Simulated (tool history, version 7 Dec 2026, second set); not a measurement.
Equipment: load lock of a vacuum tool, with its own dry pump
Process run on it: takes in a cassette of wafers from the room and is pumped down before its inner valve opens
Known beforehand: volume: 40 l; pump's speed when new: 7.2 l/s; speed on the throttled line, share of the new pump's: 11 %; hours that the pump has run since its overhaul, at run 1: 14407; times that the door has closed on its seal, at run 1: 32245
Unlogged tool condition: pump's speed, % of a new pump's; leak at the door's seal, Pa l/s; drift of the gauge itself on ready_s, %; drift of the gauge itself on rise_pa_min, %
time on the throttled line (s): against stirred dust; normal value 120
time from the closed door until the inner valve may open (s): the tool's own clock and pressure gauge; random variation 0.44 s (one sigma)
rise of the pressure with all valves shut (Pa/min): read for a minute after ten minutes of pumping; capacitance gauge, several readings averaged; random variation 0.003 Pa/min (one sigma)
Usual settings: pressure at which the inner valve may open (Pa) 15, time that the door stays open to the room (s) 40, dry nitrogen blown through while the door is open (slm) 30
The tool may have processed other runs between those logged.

run      day  time on the throttled line (s)  pressure at which the inner valve may open (Pa)  time that the door stays open to the room (s)  dry nitrogen blown through while the door is open (slm)  hours that the pump has run since its overhaul  times that the door has closed on its seal  incoming humidity of the room's air, %  time from the closed door until the inner valve may open (s)  rise of the pressure with all valves shut (Pa/min)
  1        0                             120                                               15                                             40                                                       30                                           14407                                       32245                                    47.7                                                         156.1                                               0.027
  2   17.292                             120                                               15                                             40                                                       30                                           14822                                       32847                                    47.1                                                         156.7                                               0.022
  3   29.342                             120                                               15                                             40                                                       30                                           15111                                       33266                                    46.9                                                         156.3                                               0.025
  4   51.071                             120                                               14                                             40                                                       30                                           15633                                       34022                                    45.8                                                           156                                               0.027
  5   68.967                             120                                               15                                             40                                                       30                                           16062                                       34644                                    46.5                                                         155.9                                               0.022
  6   82.188                             120                                               26                                             40                                                       30                                           16380                                       35104                                    46.5                                                         152.4                                                0.03
  7  103.138                             120                                               26                                             40                                                       30                                           16882                                       35833                                    42.9                                                         152.9                                               0.024
  8  114.717                             120                                               15                                             40                                                       31                                           17160                                       36236                                      44                                                         156.1                                                0.02
  9  124.033                             120                                               15                                             40                                                       31                                           17384                                       36560                                    48.4                                                         155.3                                               0.026
     134.512  -- door's seal changed, seat wiped
 10  144.975                             226                                               15                                            132                                                       30                                           17885                                         364                                      41                                                         249.3                                               0.038
 11  165.217                             226                                               15                                            132                                                       30                                           18371                                        1069                                    43.5                                                         250.7                                               0.038
 12  178.988                              64                                               21                                             37                                                       30                                           18701                                        1548                                      44                                                         104.6                                               0.026
 13  197.742                             178                                               15                                             33                                                       30                                           19151                                        2200                                    47.8                                                           207                                               0.023
 14  213.046                             178                                               15                                            172                                                       16                                           19519                                        2732                                    44.2                                                         208.3                                                0.07
 15  233.654                             120                                               15                                            191                                                       24                                           20013                                        3449                                    43.8                                                         155.1                                                0.06

Predict each of these 4 candidate next runs independently; none follows another, all start after run 15:
  A  253.004                             156                                               14                                             40                                                       43                                           20478                                        4122                                      44                                                             ?                                                   ?
  B  253.004                             102                                               24                                            191                                                       14                                           20478                                        4122                                    43.6                                                             ?                                                   ?
  C  253.004                             176                                               15                                            128                                                        5                                           20478                                        4122                                    46.9                                                             ?                                                   ?
  D  253.004                             226                                               15                                             78                                                       35                                           20478                                        4122                                    42.5                                                             ?                                                   ?

run  time from the closed door until the inner valve may open (s)  rise of the pressure with all valves shut (Pa/min)
  A                                                         188.6                                               0.019
  B                                                         137.4                                               0.079
  C                                                         205.7                                               0.096
  D                                                         250.3                                               0.033
Stripped of hidden state, with their random variation kept, the same runs would have yielded:
run  time from the closed door until the inner valve may open (s)  rise of the pressure with all valves shut (Pa/min)
  A                                                         188.6                                               0.019
  B                                                         137.4                                               0.079
  C                                                         205.7                                               0.096
  D                                                         250.3                                               0.033

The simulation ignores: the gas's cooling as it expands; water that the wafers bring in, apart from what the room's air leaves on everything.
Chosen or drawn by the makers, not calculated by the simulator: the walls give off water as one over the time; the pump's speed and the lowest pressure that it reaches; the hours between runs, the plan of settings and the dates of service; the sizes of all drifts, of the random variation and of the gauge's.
